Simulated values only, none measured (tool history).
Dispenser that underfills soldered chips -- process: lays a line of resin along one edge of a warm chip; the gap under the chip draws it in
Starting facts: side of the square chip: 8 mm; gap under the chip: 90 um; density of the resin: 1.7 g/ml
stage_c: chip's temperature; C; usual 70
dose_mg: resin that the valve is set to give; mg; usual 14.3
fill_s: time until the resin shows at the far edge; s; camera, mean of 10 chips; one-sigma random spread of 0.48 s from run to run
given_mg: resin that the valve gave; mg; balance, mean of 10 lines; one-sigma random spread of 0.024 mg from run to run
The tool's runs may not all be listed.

| run | hour | stage_c | dose_mg | fill_s | given_mg |
|---|---|---|---|---|---|
| 1 | 0 | 70 | 14.3 | 44.8 | 14.16 |
|  | 4.4 | new syringe of resin |
| 2 | 5.9 | 70 | 15.9 | 39.4 | 15.66 |
|  | 10.8 | dispensing valve cleaned and set on the balance |
| 3 | 11.9 | 70 | 12.8 | 53.4 | 12.79 |
|  | 13.4 | new syringe of resin |
| 4 | 20 | 71 | 12.8 | 52.8 | 12.76 |
|  | 21.9 | new syringe of resin |
| 5 | 26.9 | 71 | 12.8 | 48.9 | 12.72 |
|  | 30 | new syringe of resin |
| 6 | 32.6 | 70 | 13.2 | 44.8 | 13.16 |
|  | 37.8 | new syringe of resin |
| 7 | 38.9 | 70 | 13.2 | 40.7 | 13.06 |
|  | 46.1 | new syringe of resin |
| 8 | 48.3 | 70 | 13.2 | 42.6 | 13.02 |
|  | 54.1 | new syringe of resin |
| 9 | 56.2 | 71 | 13.2 | 40.5 | 13.02 |
| 10 | 60.8 | 71 | 13.2 | 51.6 | 13.03 |
|  | 61.9 | new syringe of resin |
| 11 | 69.2 | 70 | 14.3 | 54.8 | 14.1 |
|  | 69.9 | new syringe of resin |
|  | 77.8 | new syringe of resin |
| 12 | 78.2 | 70 | 14.3 | 38 | 14.04 |
|  | 82 | dispensing valve cleaned and set on the balance |
| 13 | 83.2 | 84 | 14.3 | 31.2 | 14.33 |
|  | 86.6 | new syringe of resin |
| 14 | 89.1 | 69 | 14.3 | 43.8 | 14.32 |
| 15 | 93.9 | 81 | 14.3 | 38.7 | 14.28 |
|  | 94.8 | new syringe of resin |
|  | 102.5 | new syringe of resin |
| 16 | 104.1 | 81 | 14.3 | 28.7 | 14.32 |
|  | 110.7 | new syringe of resin |
| 17 | 111 | 70 | 12.3 | 39.1 | 12.22 |
|  | 118.7 | new syringe of resin |
| 18 | 120.8 | 70 | 14.3 | 40.2 | 14.21 |
|  | 126.5 | new syringe of resin |
| 19 | 126.9 | 71 | 17 | 36.3 | 16.88 |
|  | 134.4 | new syringe of resin |
| 20 | 135.1 | 63 | 17 | 46.8 | 16.81 |
|  | 142.1 | new syringe of resin |
| 21 | 142.1 | 73 | 15.9 | 32.7 | 15.71 |
| 22 | 147.1 | 73 | 15.9 | 43.2 | 15.68 |
|  | 149.9 | new syringe of resin |
|  | 153.2 | dispensing valve cleaned and set on the balance |
| 23 | 154.1 | 68 | 15.1 | 45.6 | 15.07 |
|  | 159.1 | new syringe of resin |
| 24 | 161.8 | 85 | 15.6 | 27.1 | 15.59 |
| 25 | 166.1 | 65 | 15.3 | 60.7 | 15.24 |
|  | 167.2 | new syringe of resin |
| 26 | 173.3 | 84 | 17.6 | 32.6 | 17.5 |
|  | 174.9 | new syringe of resin |
| 27 | 177.7 | 67 | 14.1 | 46.5 | 14 |
|  | 182.6 | new syringe of resin |
| 28 | 184.5 | 67 | 14.1 | 44 | 13.98 |
|  | 190.4 | new syringe of resin |
| 29 | 192.5 | 74 | 16.5 | 35.3 | 16.35 |
|  | 198.4 | new syringe of resin |
| 30 | 198.9 | 58 | 14.3 | 55.1 | 14.14 |
| 31 | 203 | 61 | 18.4 | 60.3 | 18.21 |
|  | 206.3 | new syringe of resin |
| 32 | 208.6 | 68 | 14.7 | 43 | 14.52 |
|  | 214.6 | new syringe of resin |
| 33 | 217.5 | 63 | 12.9 | 53.9 | 12.73 |
|  | 222.5 | new syringe of resin |
| 34 | 222.9 | 63 | 12.9 | 48.1 | 12.73 |
|  | 224.5 | dispensing valve cleaned and set on the balance |
| 35 | 230.4 | 72 | 14.8 | 49.4 | 14.77 |

Had the tool no unlogged condition, and each run kept its random variation, what would the results have been?
The tool's hidden condition here consists of: resin's viscosity, % of fresh resin's; dose that the valve gives, % of what is set; true chip temperature over the reading, C; drift of the gauge itself on fill_s, %; drift of the gauge itself on given_mg, %.
| run | fill_s | given_mg |
|---|---|---|
| 1 | 37.6 | 14.34 |
| 2 | 37 | 15.88 |
| 3 | 38.6 | 12.82 |
| 4 | 38.1 | 12.81 |
| 5 | 37.9 | 12.79 |
| 6 | 38.8 | 13.26 |
| 7 | 39 | 13.17 |
| 8 | 38.6 | 13.17 |
| 9 | 37 | 13.19 |
| 10 | 36.9 | 13.21 |
| 11 | 37.8 | 14.33 |
| 12 | 37.5 | 14.29 |
| 13 | 24.8 | 14.3 |
| 14 | 39 | 14.32 |
| 15 | 26.6 | 14.29 |
| 16 | 27.1 | 14.37 |
| 17 | 39.7 | 12.28 |
| 18 | 37.7 | 14.31 |
| 19 | 36.4 | 17.03 |
| 20 | 46.9 | 16.99 |
| 21 | 33.4 | 15.91 |
| 22 | 33.8 | 15.9 |
| 23 | 39.7 | 15.08 |
| 24 | 24.4 | 15.63 |
| 25 | 43.3 | 15.29 |
| 26 | 24.6 | 17.59 |
| 27 | 41.9 | 14.08 |
| 28 | 41.1 | 14.08 |
| 29 | 32.7 | 16.5 |
| 30 | 56.1 | 14.29 |
| 31 | 49.5 | 18.42 |
| 32 | 40.3 | 14.71 |
| 33 | 48.1 | 12.93 |
| 34 | 48.5 | 12.94 |
| 35 | 35.4 | 14.8 |
